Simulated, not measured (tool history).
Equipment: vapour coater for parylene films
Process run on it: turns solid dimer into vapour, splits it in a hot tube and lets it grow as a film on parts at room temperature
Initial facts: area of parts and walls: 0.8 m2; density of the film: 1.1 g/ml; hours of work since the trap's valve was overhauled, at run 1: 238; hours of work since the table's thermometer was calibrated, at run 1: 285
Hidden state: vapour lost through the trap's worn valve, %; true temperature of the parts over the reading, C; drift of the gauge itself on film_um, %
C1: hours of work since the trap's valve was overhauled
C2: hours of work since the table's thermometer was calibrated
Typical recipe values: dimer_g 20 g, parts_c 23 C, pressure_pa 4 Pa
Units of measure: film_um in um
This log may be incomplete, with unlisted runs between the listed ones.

Run 1, hour 0: usual settings; C1 238; C2 285. Result: film_um 9.95 um.
Run 2, hour 10.8: usual settings; C1 247; C2 294. Result: film_um 9.72 um.
Run 3, hour 26.3: usual settings; C1 260; C2 308. Result: film_um 9.74 um.
Run 4, hour 43: usual settings; C1 274; C2 322. Result: film_um 9.68 um.
Run 5, hour 50.7: usual settings; C1 281; C2 328. Result: film_um 9.61 um.
Run 6, hour 68.6: usual settings; C1 296; C2 344. Result: film_um 9.63 um.
Run 7, hour 79.4: usual settings; C1 305; C2 353. Result: film_um 9.49 um.
At hour 89.4: trap's valve overhauled.
Run 8, hour 94.3: usual settings; C1 4; C2 362. Result: film_um 10.87 um.
Run 9, hour 107.8: usual settings; C1 16; C2 373. Result: film_um 10.88 um.
Run 10, hour 118.9: usual settings; C1 25; C2 383. Result: film_um 10.72 um.
Run 11, hour 128.6: usual settings but parts_c 29 C; C1 33; C2 391. Result: film_um 8.67 um.
Run 12, hour 140.8: usual settings but dimer_g 17 g; C1 44; C2 401. Result: film_um 9.16 um.
Run 13, hour 149.6: usual settings but dimer_g 17 g, parts_c 17 C; C1 51; C2 409. Result: film_um 11.56 um.
Run 14, hour 166.7: usual settings but dimer_g 17 g, parts_c 17 C; C1 66; C2 423. Result: film_um 11.65 um.
Run 15, hour 178.6: usual settings but dimer_g 17 g, parts_c 17 C; C1 76; C2 433. Result: film_um 11.55 um.
Run 16, hour 195.5: usual settings but dimer_g 17 g, parts_c 17 C; C1 90; C2 448. Result: film_um 11.45 um.
Run 17, hour 213.7: usual settings but dimer_g 17 g, parts_c 17 C; C1 106; C2 463. Result: film_um 11.3 um.
Run 18, hour 222.9: usual settings; C1 113; C2 471. Result: film_um 10.49 um.
Run 19, hour 234.4: usual settings but pressure_pa 4.18 Pa; C1 123; C2 481. Result: film_um 10.44 um.
Run 20, hour 249.9: usual settings but dimer_g 11 g; C1 136; C2 494. Result: film_um 5.69 um.
Run 21, hour 264.6: usual settings; C1 149; C2 506. Result: film_um 10.22 um.
Run 22, hour 272.2: usual settings; C1 155; C2 513. Result: film_um 10.41 um.
Run 23, hour 284.3: usual settings but pressure_pa 7.68 Pa; C1 165; C2 523. Result: film_um 9.68 um.
Run 24, hour 297.2: usual settings but pressure_pa 7.68 Pa; C1 176; C2 534. Result: film_um 9.64 um.
Run 25, hour 309.1: usual settings but dimer_g 22 g, parts_c 22 C, pressure_pa 9.68 Pa; C1 186; C2 544. Result: film_um 10.58 um.
Run 26, hour 322.6: usual settings but dimer_g 12 g, pressure_pa 6.1 Pa; C1 198; C2 556. Result: film_um 5.84 um.
Run 27, hour 340.4: usual settings but dimer_g 12 g, pressure_pa 7.6 Pa; C1 213; C2 571. Result: film_um 5.65 um.
Run 28, hour 356.6: usual settings but dimer_g 12 g, parts_c 29 C, pressure_pa 5.11 Pa; C1 227; C2 585. Result: film_um 4.52 um.
Run 29, hour 368: usual settings but dimer_g 17 g, parts_c 26 C, pressure_pa 10.14 Pa; C1 236; C2 594. Result: film_um 6.91 um.
Run 30, hour 378: usual settings but dimer_g 17 g, parts_c 26 C, pressure_pa 10.14 Pa; C1 245; C2 603. Result: film_um 6.83 um.
Run 31, hour 387.4: usual settings but dimer_g 22 g, parts_c 21 C, pressure_pa 6.16 Pa; C1 253; C2 611. Result: film_um 11.41 um.
Run 32, hour 404.3: usual settings but dimer_g 13 g, parts_c 15 C, pressure_pa 2.45 Pa; C1 267; C2 625. Result: film_um 8.98 um.
Run 33, hour 415.3: usual settings but dimer_g 13 g, parts_c 15 C, pressure_pa 2.45 Pa; C1 277; C2 634. Result: film_um 8.96 um.
Run 34, hour 426.7: usual settings but dimer_g 13 g, parts_c 15 C, pressure_pa 2.45 Pa; C1 286; C2 644. Result: film_um 8.95 um.
Run 35, hour 435.1: usual settings but dimer_g 19 g, parts_c 16 C; C1 293; C2 651. Result: film_um 11.94 um.
Run 36, hour 442.9: usual settings but dimer_g 19 g, parts_c 16 C; C1 300; C2 658. Result: film_um 12.07 um.
At hour 458.7: trap's valve overhauled.
Run 37, hour 465.2: usual settings but dimer_g 32 g, parts_c 31 C, pressure_pa 4.7 Pa; C1 6; C2 673. Result: film_um 12.59 um.
Run 38, hour 482.1: usual settings but dimer_g 32 g, parts_c 31 C, pressure_pa 5.56 Pa; C1 20; C2 688. Result: film_um 12.2 um.
Run 39, hour 492.5: usual settings but dimer_g 15 g, parts_c 24 C, pressure_pa 7.18 Pa; C1 29; C2 696. Result: film_um 7.41 um.
Run 40, hour 508: usual settings but dimer_g 21 g, parts_c 21 C, pressure_pa 11.51 Pa; C1 42; C2 710. Result: film_um 11.12 um.
Run 41, hour 519.9: usual settings but dimer_g 21 g, parts_c 21 C, pressure_pa 11.51 Pa; C1 52; C2 720. Result: film_um 11.01 um.
Run 42, hour 537.8: usual settings but parts_c 20 C, pressure_pa 2.2 Pa; C1 67; C2 735. Result: film_um 12.5 um.
Run 43, hour 551.9: usual settings but dimer_g 10 g, parts_c 17 C, pressure_pa 9.1 Pa; C1 79; C2 747. Result: film_um 6.15 um.
Run 44, hour 567: usual settings but dimer_g 34 g, parts_c 30 C, pressure_pa 3 Pa; C1 92; C2 760. Result: film_um 13.91 um.
Run 45, hour 584.1: usual settings but dimer_g 17 g, parts_c 25 C, pressure_pa 9.22 Pa; C1 106; C2 774. Result: film_um 7.55 um.
Run 46, hour 597.9: usual settings but dimer_g 17 g, parts_c 25 C, pressure_pa 9.22 Pa; C1 118; C2 786. Result: film_um 7.66 um.
Run 47, hour 611.5: usual settings but dimer_g 24 g, parts_c 34 C; C1 130; C2 797. Result: film_um 7.93 um.

Predict each of these 4 candidate next runs independently; none follows another, all start after run 47:
Run A, hour 618.9: usual settings but dimer_g 24 g, parts_c 34 C, pressure_pa 2.56 Pa; C1 136; C2 804. Result: film_um ?.
Run B, hour 618.9: usual settings but dimer_g 21 g, parts_c 33 C, pressure_pa 6.37 Pa; C1 136; C2 804. Result: film_um ?.
Run C, hour 618.9: usual settings but pressure_pa 5.07 Pa; C1 136; C2 804. Result: film_um ?.
Run D, hour 618.9: usual settings but dimer_g 13 g, parts_c 30 C; C1 136; C2 804. Result: film_um ?.

run  film_um
  A     8.24
  B     6.88
  C     10.1
  D     5.01
Without the tool's hidden state the same runs would have given:
run  film_um
  A     8.98
  B      7.5
  C    11.01
  D     5.46
